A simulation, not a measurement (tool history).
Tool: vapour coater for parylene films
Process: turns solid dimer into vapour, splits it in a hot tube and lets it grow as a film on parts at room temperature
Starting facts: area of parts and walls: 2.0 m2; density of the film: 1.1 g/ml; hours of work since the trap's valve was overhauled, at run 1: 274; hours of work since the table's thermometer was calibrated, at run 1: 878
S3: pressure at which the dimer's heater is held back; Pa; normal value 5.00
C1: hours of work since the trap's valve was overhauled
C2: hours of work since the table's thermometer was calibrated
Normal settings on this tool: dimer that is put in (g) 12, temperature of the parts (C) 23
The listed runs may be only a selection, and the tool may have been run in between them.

Run 1, hour 0.0: usual settings; C1 274; C2 878. Result: thickness of the film (µm) 4.19.
Run 2, hour 27.5: usual settings but temperature of the parts (C) 30; C1 295; C2 899. Result: thickness of the film (µm) 3.54.
Run 3, hour 63.2: usual settings; C1 322; C2 926. Result: thickness of the film (µm) 4.17.
Run 4, hour 124.9: usual settings but S3 7.94 Pa; C1 369; C2 973. Result: thickness of the film (µm) 3.79.
Run 5, hour 171.4: usual settings but dimer that is put in (g) 6; C1 405; C2 1009. Result: thickness of the film (µm) 2.05.
Run 6, hour 205.3: usual settings; C1 431; C2 1034. Result: thickness of the film (µm) 4.15.
Run 7, hour 253.4: usual settings; C1 467; C2 1071. Result: thickness of the film (µm) 4.14.
Run 8, hour 314.8: usual settings; C1 514; C2 1118. Result: thickness of the film (µm) 4.08.
At hour 349.8: trap's valve overhauled.
Run 9, hour 363.3: usual settings; C1 10; C2 1152. Result: thickness of the film (µm) 4.26.
Run 10, hour 409.8: usual settings but temperature of the parts (C) 33; C1 46; C2 1188. Result: thickness of the film (µm) 3.38.
Run 11, hour 469.2: usual settings but temperature of the parts (C) 33; C1 91; C2 1233. Result: thickness of the film (µm) 3.40.
Run 12, hour 512.3: usual settings but dimer that is put in (g) 8, temperature of the parts (C) 18; C1 124; C2 1266. Result: thickness of the film (µm) 3.16.
Run 13, hour 556.6: usual settings but dimer that is put in (g) 6, S3 2.06 Pa; C1 158; C2 1300. Result: thickness of the film (µm) 2.49.
Run 14, hour 601.7: usual settings but dimer that is put in (g) 6, S3 2.06 Pa; C1 192; C2 1334. Result: thickness of the film (µm) 2.51.
Run 15, hour 655.2: usual settings but dimer that is put in (g) 10; C1 233; C2 1375. Result: thickness of the film (µm) 3.47.
Run 16, hour 692.8: usual settings but dimer that is put in (g) 10, temperature of the parts (C) 21, S3 3.15 Pa; C1 262; C2 1404. Result: thickness of the film (µm) 3.97.
Run 17, hour 759.8: usual settings but dimer that is put in (g) 10, temperature of the parts (C) 31, S3 4.29 Pa; C1 313; C2 1455. Result: thickness of the film (µm) 2.96.
Run 18, hour 791.9: usual settings but S3 8.06 Pa; C1 338; C2 1479. Result: thickness of the film (µm) 3.77.
Run 19, hour 858.9: usual settings but S3 8.06 Pa; C1 389; C2 1531. Result: thickness of the film (µm) 3.80.
Run 20, hour 925.7: usual settings but temperature of the parts (C) 18, S3 2.02 Pa; C1 440; C2 1582. Result: thickness of the film (µm) 5.06.
Run 21, hour 987.7: usual settings but dimer that is put in (g) 8, temperature of the parts (C) 22, S3 2.52 Pa; C1 487; C2 1629. Result: thickness of the film (µm) 3.12.

Consider 4 possible next runs. They are alternatives, not a sequence: every one starts from the tool as it was left by run 21. What does each give?
Run A, hour 1027.8: usual settings but dimer that is put in (g) 6, S3 5.84 Pa; C1 518; C2 1660. Result: thickness of the film (µm) ?.
Run B, hour 1027.8: usual settings but dimer that is put in (g) 8, temperature of the parts (C) 30, S3 2.52 Pa; C1 518; C2 1660. Result: thickness of the film (µm) ?.
Run C, hour 1027.8: usual settings but dimer that is put in (g) 7, S3 7.94 Pa; C1 518; C2 1660. Result: thickness of the film (µm) ?.
Run D, hour 1027.8: usual settings but dimer that is put in (g) 7, temperature of the parts (C) 18, S3 10.60 Pa; C1 518; C2 1660. Result: thickness of the film (µm) ?.

run  thickness of the film (µm)
  A                        1.99
  B                        2.60
  C                        2.17
  D                        2.32
Without the tool's hidden state the same runs would have given:
run  thickness of the film (µm)
  A                        2.10
  B                        2.75
  C                        2.30
  D                        2.45
